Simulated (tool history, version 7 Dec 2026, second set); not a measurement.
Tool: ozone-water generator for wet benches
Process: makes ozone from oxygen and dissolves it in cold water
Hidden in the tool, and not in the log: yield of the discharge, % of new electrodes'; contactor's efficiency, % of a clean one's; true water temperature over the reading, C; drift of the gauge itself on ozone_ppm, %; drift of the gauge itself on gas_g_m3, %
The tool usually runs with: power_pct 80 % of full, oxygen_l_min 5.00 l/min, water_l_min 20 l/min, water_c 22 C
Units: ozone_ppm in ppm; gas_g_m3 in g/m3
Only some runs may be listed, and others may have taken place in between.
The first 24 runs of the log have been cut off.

| run | hour | power_pct | oxygen_l_min | water_l_min | water_c | hours of work since the electrodes were changed | hours of work since the contactor was cleaned | hours of work since the thermometer was calibrated | ozone_ppm | gas_g_m3 |
|---|---|---|---|---|---|---|---|---|---|---|
| 25 | 2220.7 | 48 | 5.00 | 20 | 22 | 2285 | 6227 | 296 | 13.9 | 129.1 |
| 26 | 2294.6 | 91 | 4.66 | 13 | 22 | 2344 | 6286 | 355 | 25.0 | 188.3 |
| 27 | 2366.1 | 94 | 5.00 | 20 | 22 | 2401 | 6343 | 412 | 19.6 | 182.4 |
| 28 | 2441.6 | 85 | 5.00 | 20 | 22 | 2461 | 6404 | 473 | 18.7 | 174.2 |
| 29 | 2515.6 | 45 | 4.38 | 23 | 20 | 2520 | 6463 | 532 | 11.8 | 132.0 |
| 30 | 2586.4 | 45 | 4.38 | 23 | 20 | 2577 | 6519 | 588 | 12.1 | 132.6 |
| 31 | 2682.4 | 80 | 5.86 | 20 | 22 | 2653 | 6596 | 665 | 18.0 | 160.8 |
| 32 | 2785.0 | 80 | 8.60 | 18 | 22 | 2735 | 6677 | 746 | 20.1 | 138.5 |
| 33 | 2864.2 | 80 | 5.00 | 23 | 22 | 2798 | 6740 | 809 | 16.3 | 171.7 |

3 ways to go on from here, each from the tool as it stands after run 33. What would each give?
| A | 2913.6 | 68 | 3.08 | 27 | 22 | 2838 | 6780 | 849 | ? | ? |
| B | 2913.6 | 50 | 5.00 | 13 | 24 | 2838 | 6780 | 849 | ? | ? |
| C | 2913.6 | 63 | 3.81 | 20 | 29 | 2838 | 6780 | 849 | ? | ? |

| run | ozone_ppm | gas_g_m3 |
|---|---|---|
| A | 11.6 | 189.3 |
| B | 18.0 | 134.4 |
| C | 13.9 | 166.9 |
With no hidden state in the tool, these same runs would have given:
| run | ozone_ppm | gas_g_m3 |
|---|---|---|
| A | 11.6 | 184.3 |
| B | 18.0 | 130.8 |
| C | 13.9 | 162.4 |

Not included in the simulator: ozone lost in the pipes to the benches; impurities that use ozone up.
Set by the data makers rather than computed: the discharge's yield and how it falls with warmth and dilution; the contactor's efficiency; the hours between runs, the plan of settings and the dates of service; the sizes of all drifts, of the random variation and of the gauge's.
